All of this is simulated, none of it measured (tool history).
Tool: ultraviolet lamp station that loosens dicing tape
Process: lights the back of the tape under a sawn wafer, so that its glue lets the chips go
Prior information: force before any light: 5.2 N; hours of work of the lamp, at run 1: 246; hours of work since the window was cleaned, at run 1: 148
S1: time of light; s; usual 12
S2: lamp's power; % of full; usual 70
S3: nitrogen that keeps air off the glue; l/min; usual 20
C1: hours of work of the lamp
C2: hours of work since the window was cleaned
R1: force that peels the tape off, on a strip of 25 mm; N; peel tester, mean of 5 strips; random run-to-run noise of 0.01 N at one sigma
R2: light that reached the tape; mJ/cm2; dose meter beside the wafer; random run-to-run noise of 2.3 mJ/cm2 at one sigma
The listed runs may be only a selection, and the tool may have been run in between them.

{"run": 1, "hour": 0.0, "S1": 12, "S2": 70, "S3": 20, "C1": 246, "C2": 148, "R1": 0.556, "R2": 194}
{"run": 2, "hour": 10.6, "S1": 12, "S2": 82, "S3": 20, "C1": 253, "C2": 155, "R1": 0.408, "R2": 225}
{"run": 3, "hour": 22.8, "S1": 12, "S2": 82, "S3": 20, "C1": 261, "C2": 163, "R1": 0.415, "R2": 222}
{"run": 4, "hour": 38.2, "S1": 12, "S2": 70, "S3": 32, "C1": 272, "C2": 174, "R1": 0.451, "R2": 186}
{"run": 5, "hour": 49.0, "S1": 12, "S2": 70, "S3": 32, "C1": 279, "C2": 181, "R1": 0.467, "R2": 189}
{"run": 6, "hour": 60.1, "S1": 12, "S2": 70, "S3": 32, "C1": 286, "C2": 188, "R1": 0.454, "R2": 186}
{"run": 7, "hour": 66.4, "S1": 12, "S2": 70, "S3": 32, "C1": 290, "C2": 193, "R1": 0.476, "R2": 187}
{"run": 8, "hour": 77.8, "S1": 12, "S2": 70, "S3": 32, "C1": 298, "C2": 200, "R1": 0.469, "R2": 187}
{"run": 9, "hour": 85.3, "S1": 12, "S2": 70, "S3": 32, "C1": 303, "C2": 205, "R1": 0.482, "R2": 187}
{"run": 10, "hour": 94.1, "S1": 12, "S2": 80, "S3": 20, "C1": 309, "C2": 211, "R1": 0.444, "R2": 213}
{"run": 11, "hour": 104.4, "S1": 12, "S2": 80, "S3": 20, "C1": 316, "C2": 218, "R1": 0.455, "R2": 210}
{"run": 12, "hour": 115.0, "S1": 12, "S2": 80, "S3": 22, "C1": 323, "C2": 225, "R1": 0.431, "R2": 215}
{"run": 13, "hour": 125.6, "S1": 12, "S2": 80, "S3": 22, "C1": 330, "C2": 233, "R1": 0.435, "R2": 212}
{"run": 14, "hour": 140.0, "S1": 12, "S2": 80, "S3": 22, "C1": 340, "C2": 242, "R1": 0.435, "R2": 211}
{"run": 15, "hour": 150.8, "S1": 12, "S2": 80, "S3": 22, "C1": 347, "C2": 249, "R1": 0.433, "R2": 208}
{"run": 16, "hour": 165.9, "S1": 12, "S2": 80, "S3": 22, "C1": 358, "C2": 260, "R1": 0.447, "R2": 208}
{"run": 17, "hour": 179.4, "S1": 9, "S2": 80, "S3": 22, "C1": 367, "C2": 269, "R1": 0.771, "R2": 157}
{"run": 18, "hour": 192.9, "S1": 9, "S2": 80, "S3": 22, "C1": 376, "C2": 278, "R1": 0.785, "R2": 154}
{"run": 19, "hour": 206.9, "S1": 9, "S2": 80, "S3": 22, "C1": 385, "C2": 287, "R1": 0.793, "R2": 153}
{"run": 20, "hour": 221.1, "S1": 9, "S2": 80, "S3": 22, "C1": 395, "C2": 297, "R1": 0.819, "R2": 156}
{"run": 21, "hour": 227.7, "S1": 12, "S2": 70, "S3": 20, "C1": 399, "C2": 301, "R1": 0.633, "R2": 176}
{"run": 22, "hour": 242.9, "S1": 12, "S2": 70, "S3": 20, "C1": 409, "C2": 312, "R1": 0.632, "R2": 177}
{"run": 23, "hour": 252.0, "S1": 12, "S2": 96, "S3": 22, "C1": 416, "C2": 318, "R1": 0.327, "R2": 242}
{"run": 24, "hour": 263.6, "S1": 16, "S2": 86, "S3": 20, "C1": 423, "C2": 326, "R1": 0.244, "R2": 290}
{"run": 25, "hour": 278.5, "S1": 10, "S2": 83, "S3": 20, "C1": 433, "C2": 336, "R1": 0.666, "R2": 170}
{"run": 26, "hour": 286.0, "S1": 10, "S2": 83, "S3": 20, "C1": 438, "C2": 341, "R1": 0.652, "R2": 169}
{"run": 27, "hour": 297.5, "S1": 10, "S2": 83, "S3": 20, "C1": 446, "C2": 348, "R1": 0.67, "R2": 169}
{"run": 28, "hour": 310.6, "S1": 12, "S2": 76, "S3": 12, "C1": 455, "C2": 357, "R1": 0.723, "R2": 189}
{"run": 29, "hour": 323.6, "S1": 6, "S2": 95, "S3": 12, "C1": 464, "C2": 366, "R1": 1.492, "R2": 117}
{"run": 30, "hour": 332.2, "S1": 13, "S2": 99, "S3": 6, "C1": 470, "C2": 372, "R1": 0.601, "R2": 260}
{"run": 31, "hour": 343.6, "S1": 13, "S2": 99, "S3": 6, "C1": 477, "C2": 379, "R1": 0.592, "R2": 258}
{"run": 32, "hour": 357.0, "S1": 8, "S2": 70, "S3": 27, "C1": 486, "C2": 388, "R1": 1.2, "R2": 112}
{"run": 33, "hour": 366.4, "S1": 21, "S2": 96, "S3": 20, "C1": 493, "C2": 395, "R1": 0.161, "R2": 407}
{"run": 34, "hour": 379.5, "S1": 8, "S2": 70, "S3": 16, "C1": 501, "C2": 404, "R1": 1.4, "R2": 111}
{"run": 35, "hour": 391.1, "S1": 8, "S2": 73, "S3": 16, "C1": 509, "C2": 411, "R1": 1.313, "R2": 118}
{"run": 36, "hour": 403.8, "S1": 8, "S2": 73, "S3": 16, "C1": 518, "C2": 420, "R1": 1.331, "R2": 113}
{"run": 37, "hour": 411.0, "S1": 21, "S2": 89, "S3": 20, "C1": 523, "C2": 425, "R1": 0.168, "R2": 374}
{"run": 38, "hour": 417.5, "S1": 10, "S2": 65, "S3": 6, "C1": 527, "C2": 429, "R1": 1.703, "R2": 126}
{"run": 39, "hour": 429.4, "S1": 10, "S2": 65, "S3": 23, "C1": 535, "C2": 437, "R1": 1.039, "R2": 128}

Forecast run 40:
{"run": 40, "hour": 440.9, "S1": 10, "S2": 65, "S3": 23, "C1": 543, "C2": 445, "R1": "?", "R2": "?"}

Logged for run 40: R1 1.042 N, R2 126 mJ/cm2.
With the hidden condition absent and the run-to-run variation left alone, this run would have shown R1 0.692 N, R2 162 mJ/cm2.
